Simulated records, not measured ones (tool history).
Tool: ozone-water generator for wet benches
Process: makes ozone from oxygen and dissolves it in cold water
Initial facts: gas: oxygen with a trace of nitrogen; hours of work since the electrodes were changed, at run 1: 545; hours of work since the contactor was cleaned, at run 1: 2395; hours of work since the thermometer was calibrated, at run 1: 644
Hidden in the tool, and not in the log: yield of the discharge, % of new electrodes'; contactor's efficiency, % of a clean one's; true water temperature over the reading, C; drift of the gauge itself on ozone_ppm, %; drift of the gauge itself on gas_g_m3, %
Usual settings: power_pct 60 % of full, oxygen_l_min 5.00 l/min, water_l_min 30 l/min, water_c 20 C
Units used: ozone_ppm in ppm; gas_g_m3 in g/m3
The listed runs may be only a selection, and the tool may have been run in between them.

| run | hour | power_pct | oxygen_l_min | water_l_min | water_c | hours of work since the electrodes were changed | hours of work since the contactor was cleaned | hours of work since the thermometer was calibrated | ozone_ppm | gas_g_m3 |
|---|---|---|---|---|---|---|---|---|---|---|
| 1 | 0.0 | 60 | 5.00 | 30 | 20 | 545 | 2395 | 644 | 16.1 | 241.2 |
| 2 | 27.5 | 60 | 5.00 | 30 | 20 | 563 | 2414 | 662 | 16.3 | 237.1 |
| 3 | 62.4 | 65 | 5.00 | 30 | 20 | 587 | 2438 | 686 | 17.1 | 246.6 |
| 4 | 94.0 | 60 | 5.00 | 22 | 20 | 609 | 2459 | 707 | 21.8 | 241.0 |
| 5 | 116.1 | 60 | 5.00 | 30 | 20 | 623 | 2474 | 722 | 16.3 | 243.0 |
| 6 | 144.0 | 60 | 5.00 | 30 | 20 | 642 | 2493 | 741 | 15.9 | 240.9 |
| 7 | 177.6 | 60 | 5.00 | 30 | 20 | 665 | 2516 | 764 | 16.3 | 238.0 |
| 8 | 200.6 | 60 | 5.00 | 35 | 20 | 681 | 2531 | 780 | 13.7 | 238.0 |
| 9 | 232.4 | 60 | 5.00 | 30 | 20 | 702 | 2553 | 801 | 16.0 | 239.4 |
| 10 | 246.5 | 60 | 5.00 | 29 | 20 | 712 | 2562 | 811 | 16.8 | 241.3 |
| 11 | 271.5 | 60 | 5.00 | 29 | 20 | 729 | 2579 | 828 | 16.6 | 240.1 |
| 12 | 291.4 | 60 | 5.00 | 29 | 20 | 742 | 2593 | 841 | 16.5 | 238.9 |
| 13 | 314.4 | 60 | 5.00 | 29 | 20 | 758 | 2608 | 857 | 16.4 | 239.9 |
| 14 | 331.3 | 60 | 5.00 | 29 | 20 | 769 | 2620 | 868 | 16.6 | 237.8 |
| 15 | 364.2 | 48 | 5.00 | 30 | 20 | 792 | 2642 | 890 | 14.1 | 213.2 |
| 16 | 378.3 | 60 | 5.00 | 19 | 20 | 801 | 2652 | 900 | 24.1 | 239.4 |
| 17 | 399.1 | 60 | 5.00 | 30 | 18 | 815 | 2666 | 914 | 16.4 | 236.9 |
| 18 | 426.8 | 61 | 4.66 | 28 | 14 | 834 | 2684 | 933 | 18.5 | 249.3 |
| 19 | 446.1 | 42 | 4.66 | 28 | 27 | 847 | 2698 | 946 | 13.2 | 207.5 |
| 20 | 460.4 | 81 | 5.00 | 30 | 25 | 857 | 2707 | 956 | 17.3 | 275.6 |
| 21 | 484.5 | 81 | 6.28 | 30 | 25 | 873 | 2724 | 972 | 17.0 | 238.6 |
| 22 | 501.5 | 45 | 6.28 | 30 | 18 | 885 | 2735 | 984 | 14.2 | 177.6 |
| 23 | 519.4 | 45 | 3.12 | 40 | 27 | 897 | 2747 | 996 | 9.2 | 277.9 |
| 24 | 547.0 | 45 | 3.12 | 40 | 27 | 915 | 2766 | 1014 | 9.4 | 277.8 |
| 25 | 570.9 | 45 | 3.12 | 40 | 27 | 932 | 2782 | 1031 | 9.0 | 276.5 |
| 26 | 592.1 | 45 | 3.12 | 40 | 27 | 946 | 2796 | 1045 | 9.1 | 279.2 |
| 27 | 622.9 | 45 | 3.12 | 40 | 27 | 967 | 2817 | 1066 | 9.1 | 277.5 |
| 28 | 641.5 | 60 | 5.00 | 46 | 20 | 979 | 2830 | 1078 | 9.8 | 236.2 |
| 29 | 667.5 | 60 | 3.78 | 30 | 20 | 997 | 2847 | 1096 | 15.6 | 283.9 |
| 30 | 696.5 | 60 | 5.00 | 31 | 20 | 1017 | 2867 | 1116 | 15.2 | 238.4 |
| 31 | 717.3 | 58 | 5.75 | 29 | 14 | 1031 | 2881 | 1130 | 17.0 | 212.5 |
| 32 | 740.2 | 58 | 5.75 | 29 | 14 | 1046 | 2897 | 1145 | 17.3 | 212.1 |

Results for each run, recomputed without the tool's hidden state and with each run's random variation untouched:
| run | ozone_ppm | gas_g_m3 |
|---|---|---|
| 1 | 17.3 | 246.1 |
| 2 | 17.5 | 242.1 |
| 3 | 18.5 | 252.3 |
| 4 | 23.4 | 246.5 |
| 5 | 17.7 | 248.7 |
| 6 | 17.2 | 246.7 |
| 7 | 17.7 | 244.0 |
| 8 | 14.9 | 244.2 |
| 9 | 17.4 | 245.8 |
| 10 | 18.3 | 247.8 |
| 11 | 18.1 | 246.7 |
| 12 | 17.9 | 245.6 |
| 13 | 17.8 | 246.7 |
| 14 | 18.2 | 244.7 |
| 15 | 15.4 | 218.8 |
| 16 | 26.1 | 246.6 |
| 17 | 17.9 | 244.2 |
| 18 | 20.2 | 257.2 |
| 19 | 14.3 | 212.9 |
| 20 | 19.1 | 286.0 |
| 21 | 18.8 | 247.8 |
| 22 | 15.5 | 182.6 |
| 23 | 10.1 | 285.9 |
| 24 | 10.4 | 285.8 |
| 25 | 10.0 | 284.7 |
| 26 | 10.1 | 287.6 |
| 27 | 10.1 | 286.0 |
| 28 | 11.0 | 244.9 |
| 29 | 17.3 | 294.6 |
| 30 | 16.9 | 247.6 |
| 31 | 18.9 | 220.7 |
| 32 | 19.1 | 220.4 |

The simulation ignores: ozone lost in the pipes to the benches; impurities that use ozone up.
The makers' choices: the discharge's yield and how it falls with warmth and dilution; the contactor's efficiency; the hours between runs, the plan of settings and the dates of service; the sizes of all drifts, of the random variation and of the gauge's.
